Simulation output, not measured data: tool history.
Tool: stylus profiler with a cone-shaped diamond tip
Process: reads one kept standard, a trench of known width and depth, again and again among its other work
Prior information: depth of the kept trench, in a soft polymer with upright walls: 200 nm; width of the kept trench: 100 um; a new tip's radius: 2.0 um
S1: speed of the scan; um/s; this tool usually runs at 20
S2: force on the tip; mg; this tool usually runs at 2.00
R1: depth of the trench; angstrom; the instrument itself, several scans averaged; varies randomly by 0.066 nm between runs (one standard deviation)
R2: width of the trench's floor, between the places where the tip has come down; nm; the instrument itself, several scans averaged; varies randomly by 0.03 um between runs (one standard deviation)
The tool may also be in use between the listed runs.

run	hour	S1	S2	R1	R2
1	0.0	20	2.00	2017.2	98140
2	9.4	20	2.00	2017.9	98110
3	20.8	20	2.00	2019.5	98160
4	29.0	20	2.00	2017.5	98130
5	37.2	20	2.00	2018.7	98090
6	46.9	20	2.00	2018.0	98080
7	62.2	16	3.53	2026.8	98140
8	77.1	5	5.27	2035.7	98190
9	83.8	19	2.00	2017.0	98090
10	96.6	19	2.00	2017.9	98140
11	111.8	19	2.00	2016.5	98120
12	120.6	19	2.00	2017.2	98100

Below are 5 alternative next runs, each starting from the tool's condition after run 12. Predict each:
A	130.8	14	4.33	?	?
B	130.8	20	1.03	?	?
C	130.8	67	2.35	?	?
D	130.8	28	2.00	?	?
E	130.8	13	0.70	?	?

run	R1	R2
A	2032.0	98120
B	2010.5	98080
C	2019.7	97850
D	2016.2	98080
E	2007.7	98080
Without the tool's unlogged condition, the same runs would have read:
run	R1	R2
A	2034.3	98180
B	2012.8	98130
C	2022.0	97900
D	2018.5	98130
E	2010.0	98140

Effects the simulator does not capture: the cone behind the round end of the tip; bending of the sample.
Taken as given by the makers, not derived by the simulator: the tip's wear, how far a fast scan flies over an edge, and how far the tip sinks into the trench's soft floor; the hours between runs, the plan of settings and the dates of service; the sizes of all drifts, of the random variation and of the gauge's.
